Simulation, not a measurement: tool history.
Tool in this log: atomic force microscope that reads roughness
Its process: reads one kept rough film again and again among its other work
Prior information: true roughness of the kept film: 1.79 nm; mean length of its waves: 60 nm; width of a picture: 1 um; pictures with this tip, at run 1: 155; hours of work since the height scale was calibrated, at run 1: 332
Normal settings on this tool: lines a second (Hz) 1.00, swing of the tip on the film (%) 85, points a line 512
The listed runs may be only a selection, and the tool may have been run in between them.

run   hour  lines a second (Hz)  swing of the tip on the film (%)  points a line  pictures with this tip  hours of work since the height scale was calibrated  roughness of the kept film (nm (root mean square))
  1    0.0                 1.00                                85            512                     155                                                  332                                               1.576
       5.8  -- new tip fitted
  2   18.6                 1.00                                79            512                      21                                                  346                                               1.669
  3   30.2                 1.00                                79            512                      40                                                  354                                               1.642
  4   48.0                 1.00                                79            512                      69                                                  367                                               1.638
  5   61.9                 1.00                                57            512                      92                                                  378                                               1.679
  6   72.5                 1.00                                57            512                     110                                                  386                                               1.662
  7   81.4                 1.00                                85            345                     125                                                  392                                               1.596
  8   96.9                 1.00                                85            345                     150                                                  404                                               1.567
     105.7  -- new tip fitted
  9  110.3                 1.00                                85            260                       8                                                  413                                               1.639
 10  125.8                 1.00                                85            260                      33                                                  425                                               1.625
 11  144.6                 1.00                                85            260                      64                                                  438                                               1.618
 12  158.7                 1.00                                85            260                      88                                                  449                                               1.608
 13  167.4                 1.00                                85            260                     102                                                  455                                               1.593
 14  180.7                 1.00                                85            260                     124                                                  465                                               1.580
 15  199.9                 1.00                                85            512                     156                                                  479                                               1.567
     204.9  -- new tip fitted
 16  218.5                 1.00                                85            512                      23                                                  493                                               1.647
 17  230.7                 1.00                                85            512                      43                                                  502                                               1.632
 18  247.9                 1.00                                85            512                      71                                                  514                                               1.619
 19  264.3                 1.00                                85            512                      99                                                  526                                               1.591
 20  273.9                 1.00                                85            801                     114                                                  534                                               1.593
 21  286.2                 2.07                                79            817                     135                                                  543                                               1.533
 22  297.4                 2.07                                79            817                     153                                                  551                                               1.525
     299.5  -- height scale calibrated on a step standard
     305.0  -- new tip fitted
 23  318.5                 2.71                                56            512                      23                                                   14                                               1.681
 24  337.8                 2.71                                56            512                      55                                                   28                                               1.656
 25  353.0                 0.61                                60            512                      80                                                   39                                               1.702
 26  362.5                 1.37                                82            998                      96                                                   46                                               1.582
 27  374.3                 0.95                                85            537                     115                                                   55                                               1.578
 28  391.4                 3.38                                69            512                     143                                                   68                                               1.541
     394.0  -- height scale calibrated on a step standard, once more
     404.1  -- new tip fitted
 29  409.4                 0.73                                56            469                       9                                                   11                                               1.721
 30  426.0                 1.00                                85            607                      36                                                   23                                               1.647
 31  437.4                 2.02                                56            518                      55                                                   32                                               1.687
 32  453.4                 2.02                                59            972                      81                                                   43                                               1.669
 33  473.1                 2.52                                88            724                     114                                                   58                                               1.447
 34  489.1                 2.52                                88            724                     140                                                   70                                               1.438
     503.0  -- new tip fitted
 35  509.6                 2.52                                88            724                      10                                                   85                                               1.492
 36  518.9                 2.09                                85            512                      26                                                   91                                               1.547
 37  533.7                 2.09                                85            512                      50                                                  102                                               1.548
 38  543.7                 1.83                                85            512                      67                                                  110                                               1.543
 39  552.4                 1.83                                85            512                      81                                                  116                                               1.542
 40  565.9                 1.19                                85            485                     104                                                  126                                               1.580

Branching from run 40: 4 alternative next runs. What would each branch give?
  A  578.7                 1.00                                57            512                     125                                                  136                                                   ?
  B  578.7                 0.50                                82            262                     125                                                  136                                                   ?
  C  578.7                 0.57                                75            485                     125                                                  136                                                   ?
  D  578.7                 0.51                                66            376                     125                                                  136                                                   ?

run  roughness of the kept film (nm (root mean square))
  A                                               1.667
  B                                               1.639
  C                                               1.669
  D                                               1.665
What these runs would have given with no unlogged condition in the tool:
run  roughness of the kept film (nm (root mean square))
  A                                               1.738
  B                                               1.708
  C                                               1.740
  D                                               1.736
